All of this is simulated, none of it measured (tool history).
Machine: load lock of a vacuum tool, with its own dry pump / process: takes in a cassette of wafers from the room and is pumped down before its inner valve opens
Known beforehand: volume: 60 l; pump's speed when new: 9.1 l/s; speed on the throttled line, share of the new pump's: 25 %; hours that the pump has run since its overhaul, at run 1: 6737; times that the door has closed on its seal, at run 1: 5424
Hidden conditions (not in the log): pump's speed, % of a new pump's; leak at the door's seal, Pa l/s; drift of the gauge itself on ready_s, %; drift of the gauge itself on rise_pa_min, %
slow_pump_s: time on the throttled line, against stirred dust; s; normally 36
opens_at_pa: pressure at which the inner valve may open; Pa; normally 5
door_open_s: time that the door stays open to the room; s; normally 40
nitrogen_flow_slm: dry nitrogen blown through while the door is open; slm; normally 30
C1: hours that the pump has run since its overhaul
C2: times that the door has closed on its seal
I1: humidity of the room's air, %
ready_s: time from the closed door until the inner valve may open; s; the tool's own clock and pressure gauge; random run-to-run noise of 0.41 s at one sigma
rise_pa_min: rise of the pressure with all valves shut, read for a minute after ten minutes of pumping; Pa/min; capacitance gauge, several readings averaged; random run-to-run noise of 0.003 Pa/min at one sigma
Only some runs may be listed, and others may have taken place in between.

{"run": 1, "day": 0.0, "slow_pump_s": 36, "opens_at_pa": 5, "door_open_s": 40, "nitrogen_flow_slm": 30, "C1": 6737, "C2": 5424, "I1": 44.5, "ready_s": 97.3, "rise_pa_min": 0.094}
{"run": 2, "day": 2.867, "slow_pump_s": 36, "opens_at_pa": 5, "door_open_s": 40, "nitrogen_flow_slm": 5, "C1": 6806, "C2": 5542, "I1": 41.5, "ready_s": 97.7, "rise_pa_min": 0.102}
{"run": 3, "day": 6.125, "slow_pump_s": 36, "opens_at_pa": 5, "door_open_s": 40, "nitrogen_flow_slm": 5, "C1": 6884, "C2": 5675, "I1": 47.0, "ready_s": 97.7, "rise_pa_min": 0.1}
{"run": 4, "day": 8.142, "slow_pump_s": 36, "opens_at_pa": 6, "door_open_s": 40, "nitrogen_flow_slm": 30, "C1": 6933, "C2": 5758, "I1": 45.3, "ready_s": 96.1, "rise_pa_min": 0.099}
{"run": 5, "day": 9.671, "slow_pump_s": 36, "opens_at_pa": 6, "door_open_s": 40, "nitrogen_flow_slm": 30, "C1": 6969, "C2": 5820, "I1": 44.8, "ready_s": 95.9, "rise_pa_min": 0.095}
{"run": 6, "day": 12.221, "slow_pump_s": 36, "opens_at_pa": 6, "door_open_s": 40, "nitrogen_flow_slm": 30, "C1": 7031, "C2": 5924, "I1": 45.6, "ready_s": 96.3, "rise_pa_min": 0.095}
{"run": 7, "day": 15.475, "slow_pump_s": 36, "opens_at_pa": 7, "door_open_s": 40, "nitrogen_flow_slm": 30, "C1": 7109, "C2": 6058, "I1": 45.3, "ready_s": 94.7, "rise_pa_min": 0.1}
{"run": 8, "day": 19.25, "slow_pump_s": 36, "opens_at_pa": 5, "door_open_s": 40, "nitrogen_flow_slm": 30, "C1": 7199, "C2": 6212, "I1": 42.4, "ready_s": 97.7, "rise_pa_min": 0.101}
{"run": 9, "day": 21.971, "slow_pump_s": 36, "opens_at_pa": 5, "door_open_s": 70, "nitrogen_flow_slm": 30, "C1": 7265, "C2": 6323, "I1": 48.2, "ready_s": 98.3, "rise_pa_min": 0.108}
{"run": 10, "day": 25.321, "slow_pump_s": 36, "opens_at_pa": 5, "door_open_s": 40, "nitrogen_flow_slm": 30, "C1": 7345, "C2": 6460, "I1": 42.6, "ready_s": 97.8, "rise_pa_min": 0.108}
{"run": 11, "day": 28.108, "slow_pump_s": 36, "opens_at_pa": 5, "door_open_s": 40, "nitrogen_flow_slm": 30, "C1": 7412, "C2": 6574, "I1": 43.3, "ready_s": 98.2, "rise_pa_min": 0.116}
{"run": 12, "day": 29.725, "slow_pump_s": 36, "opens_at_pa": 5, "door_open_s": 40, "nitrogen_flow_slm": 30, "C1": 7451, "C2": 6641, "I1": 42.8, "ready_s": 98.2, "rise_pa_min": 0.109}
{"run": 13, "day": 31.275, "slow_pump_s": 36, "opens_at_pa": 5, "door_open_s": 40, "nitrogen_flow_slm": 30, "C1": 7488, "C2": 6704, "I1": 43.1, "ready_s": 97.8, "rise_pa_min": 0.114}
{"run": 14, "day": 33.154, "slow_pump_s": 34, "opens_at_pa": 7, "door_open_s": 174, "nitrogen_flow_slm": 16, "C1": 7533, "C2": 6781, "I1": 44.6, "ready_s": 93.5, "rise_pa_min": 0.134}
{"run": 15, "day": 35.7, "slow_pump_s": 58, "opens_at_pa": 7, "door_open_s": 49, "nitrogen_flow_slm": 6, "C1": 7594, "C2": 6885, "I1": 48.8, "ready_s": 110.6, "rise_pa_min": 0.13}
{"run": 16, "day": 38.471, "slow_pump_s": 22, "opens_at_pa": 4, "door_open_s": 129, "nitrogen_flow_slm": 5, "C1": 7661, "C2": 6998, "I1": 45.1, "ready_s": 89.0, "rise_pa_min": 0.146}
{"run": 17, "day": 41.992, "slow_pump_s": 38, "opens_at_pa": 6, "door_open_s": 184, "nitrogen_flow_slm": 18, "C1": 7745, "C2": 7142, "I1": 45.9, "ready_s": 97.6, "rise_pa_min": 0.135}
{"run": 18, "day": 45.271, "slow_pump_s": 49, "opens_at_pa": 8, "door_open_s": 94, "nitrogen_flow_slm": 8, "C1": 7824, "C2": 7277, "I1": 44.2, "ready_s": 104.2, "rise_pa_min": 0.148}
{"run": 19, "day": 48.583, "slow_pump_s": 49, "opens_at_pa": 4, "door_open_s": 56, "nitrogen_flow_slm": 8, "C1": 7903, "C2": 7412, "I1": 42.5, "ready_s": 109.8, "rise_pa_min": 0.14}
{"run": 20, "day": 50.917, "slow_pump_s": 49, "opens_at_pa": 4, "door_open_s": 56, "nitrogen_flow_slm": 8, "C1": 7959, "C2": 7508, "I1": 43.8, "ready_s": 109.3, "rise_pa_min": 0.137}
{"run": 21, "day": 53.983, "slow_pump_s": 64, "opens_at_pa": 7, "door_open_s": 94, "nitrogen_flow_slm": 29, "C1": 8033, "C2": 7633, "I1": 46.4, "ready_s": 116.3, "rise_pa_min": 0.133}
{"run": 22, "day": 57.708, "slow_pump_s": 29, "opens_at_pa": 7, "door_open_s": 158, "nitrogen_flow_slm": 30, "C1": 8122, "C2": 7785, "I1": 42.8, "ready_s": 90.3, "rise_pa_min": 0.137}

Run 23 has not been measured yet. What should we expect?
{"run": 23, "day": 60.767, "slow_pump_s": 36, "opens_at_pa": 4, "door_open_s": 40, "nitrogen_flow_slm": 9, "C1": 8196, "C2": 7911, "I1": 45.3, "ready_s": "?", "rise_pa_min": "?"}

Run 23 produced ready_s 100.0 s, rise_pa_min 0.145 Pa/min.
The same run, on a tool lacking any hidden state, would have yielded ready_s 94.9 s, rise_pa_min 0.019 Pa/min.
